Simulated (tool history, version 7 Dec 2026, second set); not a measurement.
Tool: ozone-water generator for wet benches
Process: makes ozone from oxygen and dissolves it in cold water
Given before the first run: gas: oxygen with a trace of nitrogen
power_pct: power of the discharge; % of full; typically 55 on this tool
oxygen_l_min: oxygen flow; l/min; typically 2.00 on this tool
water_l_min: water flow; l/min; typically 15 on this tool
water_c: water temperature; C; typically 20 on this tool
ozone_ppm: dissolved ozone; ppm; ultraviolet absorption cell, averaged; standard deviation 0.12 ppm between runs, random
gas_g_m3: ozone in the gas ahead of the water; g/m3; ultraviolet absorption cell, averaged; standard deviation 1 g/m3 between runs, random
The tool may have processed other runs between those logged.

run 1 day=0.000 | power_pct=55 oxygen_l_min=2.00 water_l_min=15 water_c=20 | ozone_ppm=9.5 gas_g_m3=170.7
run 2 day=4.875 | power_pct=55 oxygen_l_min=2.00 water_l_min=12 water_c=20 | ozone_ppm=11.6 gas_g_m3=170.9
run 3 day=12.171 | power_pct=55 oxygen_l_min=2.00 water_l_min=15 water_c=20 | ozone_ppm=9.8 gas_g_m3=170.4
run 4 day=16.104 | power_pct=55 oxygen_l_min=2.00 water_l_min=15 water_c=20 | ozone_ppm=9.7 gas_g_m3=170.5
run 5 day=22.462 | power_pct=55 oxygen_l_min=2.00 water_l_min=15 water_c=20 | ozone_ppm=9.9 gas_g_m3=170.0
run 6 day=26.396 | power_pct=55 oxygen_l_min=2.00 water_l_min=15 water_c=20 | ozone_ppm=9.7 gas_g_m3=169.5
run 7 day=32.488 | power_pct=55 oxygen_l_min=2.00 water_l_min=15 water_c=20 | ozone_ppm=9.4 gas_g_m3=170.3
run 8 day=41.117 | power_pct=55 oxygen_l_min=2.00 water_l_min=15 water_c=20 | ozone_ppm=9.5 gas_g_m3=169.6
run 9 day=45.875 | power_pct=55 oxygen_l_min=2.00 water_l_min=15 water_c=20 | ozone_ppm=9.7 gas_g_m3=168.3
run 10 day=52.212 | power_pct=55 oxygen_l_min=2.00 water_l_min=15 water_c=20 | ozone_ppm=9.3 gas_g_m3=167.8
run 11 day=59.354 | power_pct=55 oxygen_l_min=2.00 water_l_min=15 water_c=20 | ozone_ppm=9.1 gas_g_m3=167.8
run 12 day=68.546 | power_pct=55 oxygen_l_min=2.00 water_l_min=15 water_c=20 | ozone_ppm=9.1 gas_g_m3=168.1
run 13 day=74.212 | power_pct=55 oxygen_l_min=2.00 water_l_min=15 water_c=20 | ozone_ppm=9.5 gas_g_m3=165.7
run 14 day=78.483 | power_pct=55 oxygen_l_min=2.00 water_l_min=15 water_c=20 | ozone_ppm=9.4 gas_g_m3=169.5
run 15 day=86.454 | power_pct=55 oxygen_l_min=2.00 water_l_min=15 water_c=20 | ozone_ppm=9.4 gas_g_m3=164.8
run 16 day=95.462 | power_pct=55 oxygen_l_min=2.00 water_l_min=15 water_c=20 | ozone_ppm=9.4 gas_g_m3=166.8
run 17 day=103.758 | power_pct=55 oxygen_l_min=2.00 water_l_min=15 water_c=20 | ozone_ppm=9.2 gas_g_m3=165.8
run 18 day=108.038 | power_pct=66 oxygen_l_min=1.38 water_l_min=15 water_c=20 | ozone_ppm=9.6 gas_g_m3=225.1
run 19 day=113.662 | power_pct=55 oxygen_l_min=1.18 water_l_min=15 water_c=17 | ozone_ppm=7.9 gas_g_m3=207.6
run 20 day=122.750 | power_pct=45 oxygen_l_min=1.55 water_l_min=15 water_c=17 | ozone_ppm=7.3 gas_g_m3=154.7
run 21 day=126.633 | power_pct=45 oxygen_l_min=1.55 water_l_min=15 water_c=17 | ozone_ppm=7.3 gas_g_m3=155.7
run 22 day=134.912 | power_pct=45 oxygen_l_min=1.55 water_l_min=15 water_c=17 | ozone_ppm=7.2 gas_g_m3=154.5
run 23 day=141.771 | power_pct=77 oxygen_l_min=2.00 water_l_min=12 water_c=20 | ozone_ppm=14.4 gas_g_m3=213.3
run 24 day=147.783 | power_pct=77 oxygen_l_min=2.00 water_l_min=12 water_c=18 | ozone_ppm=14.7 gas_g_m3=210.8
run 25 day=154.350 | power_pct=77 oxygen_l_min=2.00 water_l_min=12 water_c=18 | ozone_ppm=14.6 gas_g_m3=210.2
run 26 day=162.808 | power_pct=77 oxygen_l_min=2.00 water_l_min=12 water_c=18 | ozone_ppm=14.2 gas_g_m3=211.7
run 27 day=169.612 | power_pct=45 oxygen_l_min=1.75 water_l_min=24 water_c=25 | ozone_ppm=4.4 gas_g_m3=145.7
run 28 day=179.033 | power_pct=45 oxygen_l_min=1.75 water_l_min=24 water_c=25 | ozone_ppm=4.3 gas_g_m3=144.8
-- day=182.104 water thermometer calibrated
run 29 day=186.142 | power_pct=45 oxygen_l_min=1.75 water_l_min=18 water_c=26 | ozone_ppm=5.8 gas_g_m3=144.1
run 30 day=193.012 | power_pct=55 oxygen_l_min=1.65 water_l_min=14 water_c=20 | ozone_ppm=8.8 gas_g_m3=173.5
run 31 day=201.646 | power_pct=55 oxygen_l_min=1.65 water_l_min=14 water_c=20 | ozone_ppm=8.9 gas_g_m3=173.1
run 32 day=205.988 | power_pct=55 oxygen_l_min=2.96 water_l_min=12 water_c=15 | ozone_ppm=12.2 gas_g_m3=135.9
run 33 day=213.650 | power_pct=90 oxygen_l_min=3.30 water_l_min=10 water_c=15 | ozone_ppm=20.7 gas_g_m3=188.2

Same runs, no hidden state in the tool, same run-to-run variation:
Hidden state present: yield of the discharge, % of new electrodes'; contactor's efficiency, % of a clean one's; true water temperature over the reading, C; drift of the gauge itself on ozone_ppm, %; drift of the gauge itself on gas_g_m3, %.
run=1 ozone_ppm=10.3 gas_g_m3=176.2
run=2 ozone_ppm=12.7 gas_g_m3=176.7
run=3 ozone_ppm=10.7 gas_g_m3=176.6
run=4 ozone_ppm=10.6 gas_g_m3=177.0
run=5 ozone_ppm=10.9 gas_g_m3=176.9
run=6 ozone_ppm=10.7 gas_g_m3=176.5
run=7 ozone_ppm=10.4 gas_g_m3=177.8
run=8 ozone_ppm=10.6 gas_g_m3=177.6
run=9 ozone_ppm=10.8 gas_g_m3=176.5
run=10 ozone_ppm=10.4 gas_g_m3=176.4
run=11 ozone_ppm=10.3 gas_g_m3=176.9
run=12 ozone_ppm=10.4 gas_g_m3=177.8
run=13 ozone_ppm=10.8 gas_g_m3=175.7
run=14 ozone_ppm=10.7 gas_g_m3=179.8
run=15 ozone_ppm=10.7 gas_g_m3=175.5
run=16 ozone_ppm=10.8 gas_g_m3=178.0
run=17 ozone_ppm=10.6 gas_g_m3=177.5
run=18 ozone_ppm=11.2 gas_g_m3=244.7
run=19 ozone_ppm=9.2 gas_g_m3=223.0
run=20 ozone_ppm=8.3 gas_g_m3=164.1
run=21 ozone_ppm=8.3 gas_g_m3=165.3
run=22 ozone_ppm=8.3 gas_g_m3=164.5
run=23 ozone_ppm=17.4 gas_g_m3=238.7
run=24 ozone_ppm=17.8 gas_g_m3=236.9
run=25 ozone_ppm=17.8 gas_g_m3=236.9
run=26 ozone_ppm=17.5 gas_g_m3=239.6
run=27 ozone_ppm=5.2 gas_g_m3=156.7
run=28 ozone_ppm=5.1 gas_g_m3=156.1
run=29 ozone_ppm=6.8 gas_g_m3=155.7
run=30 ozone_ppm=10.6 gas_g_m3=192.1
run=31 ozone_ppm=10.8 gas_g_m3=192.3
run=32 ozone_ppm=14.7 gas_g_m3=151.1
run=33 ozone_ppm=26.5 gas_g_m3=222.3
